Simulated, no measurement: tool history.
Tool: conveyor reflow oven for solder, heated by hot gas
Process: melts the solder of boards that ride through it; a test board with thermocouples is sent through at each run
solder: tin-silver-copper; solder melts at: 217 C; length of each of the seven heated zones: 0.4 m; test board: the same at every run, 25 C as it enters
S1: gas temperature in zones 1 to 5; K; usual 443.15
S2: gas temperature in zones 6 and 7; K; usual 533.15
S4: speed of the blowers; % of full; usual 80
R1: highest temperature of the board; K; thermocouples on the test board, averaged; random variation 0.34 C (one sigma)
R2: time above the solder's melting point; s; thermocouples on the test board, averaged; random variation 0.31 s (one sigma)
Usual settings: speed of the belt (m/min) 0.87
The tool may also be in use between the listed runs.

run 1 hour=0 | S1=443.15 S2=533.15 speed_of_the_belt_(m/min)=0.87 S4=80 | R1=516.85 R2=35.5
run 2 hour=63.9 | S1=443.15 S2=533.15 speed_of_the_belt_(m/min)=0.87 S4=81 | R1=516.75 R2=34.7
run 3 hour=121.6 | S1=443.15 S2=533.15 speed_of_the_belt_(m/min)=0.87 S4=80 | R1=516.55 R2=34.5
run 4 hour=179.3 | S1=443.15 S2=533.15 speed_of_the_belt_(m/min)=0.87 S4=80 | R1=516.05 R2=34.9
run 5 hour=209.8 | S1=443.15 S2=533.15 speed_of_the_belt_(m/min)=0.87 S4=80 | R1=516.35 R2=34.6
run 6 hour=244.3 | S1=443.15 S2=533.15 speed_of_the_belt_(m/min)=0.87 S4=66 | R1=512.25 R2=30.3
-- hour=296.5 flux residue cleaned out of gas plates and filters
run 7 hour=315.6 | S1=443.15 S2=533.15 speed_of_the_belt_(m/min)=0.87 S4=80 | R1=518.75 R2=36.7
run 8 hour=350 | S1=443.15 S2=533.15 speed_of_the_belt_(m/min)=0.87 S4=80 | R1=518.05 R2=36.5
run 9 hour=414.2 | S1=443.15 S2=533.15 speed_of_the_belt_(m/min)=0.87 S4=80 | R1=517.85 R2=36
run 10 hour=473.7 | S1=443.15 S2=533.15 speed_of_the_belt_(m/min)=0.87 S4=80 | R1=517.05 R2=35.8
run 11 hour=505 | S1=443.15 S2=533.15 speed_of_the_belt_(m/min)=0.87 S4=80 | R1=517.55 R2=36.2
run 12 hour=539.3 | S1=443.15 S2=533.15 speed_of_the_belt_(m/min)=0.87 S4=80 | R1=516.85 R2=36.1
run 13 hour=579.5 | S1=443.15 S2=533.15 speed_of_the_belt_(m/min)=0.877 S4=80 | R1=516.85 R2=34.9
run 14 hour=623.5 | S1=457.15 S2=533.15 speed_of_the_belt_(m/min)=0.877 S4=80 | R1=519.45 R2=41.3
run 15 hour=655.8 | S1=453.15 S2=533.15 speed_of_the_belt_(m/min)=0.877 S4=80 | R1=518.15 R2=38.8
run 16 hour=716.1 | S1=453.15 S2=533.15 speed_of_the_belt_(m/min)=0.877 S4=80 | R1=517.65 R2=38.6

The next listed run, before its measurement:
run 17 hour=763.4 | S1=453.15 S2=540.15 speed_of_the_belt_(m/min)=0.877 S4=80 | R1=? R2=?

Run 17 gave R1 523.45 K, R2 41.9 s.
Without the tool's hidden state the same run would have given R1 525.45 K, R2 42.8 s.

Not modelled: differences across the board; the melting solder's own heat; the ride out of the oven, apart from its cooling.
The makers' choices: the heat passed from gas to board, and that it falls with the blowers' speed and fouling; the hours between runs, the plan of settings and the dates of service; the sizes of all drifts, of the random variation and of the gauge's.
